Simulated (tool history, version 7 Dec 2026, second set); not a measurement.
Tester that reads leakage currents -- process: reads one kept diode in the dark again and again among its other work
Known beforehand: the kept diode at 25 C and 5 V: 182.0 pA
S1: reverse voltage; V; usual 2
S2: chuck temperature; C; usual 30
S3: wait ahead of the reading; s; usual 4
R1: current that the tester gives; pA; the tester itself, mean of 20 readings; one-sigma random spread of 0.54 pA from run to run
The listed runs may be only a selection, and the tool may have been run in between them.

| run | hour | S1 | S2 | S3 | R1 |
|---|---|---|---|---|---|
| 1 | 0 | 2 | 30 | 4 | 214.5 |
| 2 | 60.7 | 2 | 30 | 4 | 215.45 |
| 3 | 158.9 | 2 | 30 | 4 | 216.24 |
| 4 | 200.2 | 2 | 27 | 4 | 169.41 |
| 5 | 266.8 | 1.06 | 27 | 4 | 125.2 |
| 6 | 364.3 | 1.06 | 27 | 4 | 125.54 |
| 7 | 439.2 | 1.06 | 27 | 4 | 126.25 |
| 8 | 490.4 | 8.94 | 30 | 4 | 472.06 |
| 9 | 585.9 | 8.94 | 30 | 4 | 475.5 |
| 10 | 642.6 | 2 | 30 | 4 | 223.82 |
| 11 | 736.4 | 2 | 30 | 4 | 226.15 |
|  | 744.4 | chuck's temperature calibrated |
| 12 | 816.8 | 1.2 | 30 | 4 | 143.37 |
| 13 | 869 | 9.65 | 30 | 4 | 415.41 |
| 14 | 915 | 9.65 | 30 | 4 | 413.74 |
| 15 | 960.7 | 9.65 | 30 | 4 | 416.75 |
| 16 | 1005.3 | 9.65 | 30 | 4 | 418.42 |
| 17 | 1072.6 | 2 | 30 | 4 | 188.58 |
| 18 | 1148.6 | 2 | 30 | 1.35 | 190.7 |
| 19 | 1211.6 | 3.46 | 30 | 3.43 | 251.85 |
|  | 1288.9 | probe card cleaned and baked |
| 20 | 1292.2 | 9.85 | 30 | 4 | 408.09 |
| 21 | 1380.4 | 9.85 | 30 | 4 | 412.24 |
| 22 | 1440.2 | 9.85 | 30 | 4 | 411.9 |
| 23 | 1509.1 | 2 | 44 | 4.84 | 584.42 |
| 24 | 1552 | 2 | 44 | 4.84 | 582.66 |
| 25 | 1641.4 | 2 | 44 | 4.84 | 589.07 |
| 26 | 1708.6 | 2 | 44 | 4.84 | 591.05 |
| 27 | 1778.9 | 1.47 | 29 | 0.72 | 153.71 |
| 28 | 1820.1 | 2 | 30 | 2.24 | 195.35 |

The next listed run, before its measurement:
| 29 | 1861.5 | 2 | 37 | 0.33 | ? |

{"run 29": {"R1": 345.64}}
If the tool had no hidden condition, the same run with the same run-to-run variation would have returned R1 317.7 pA.
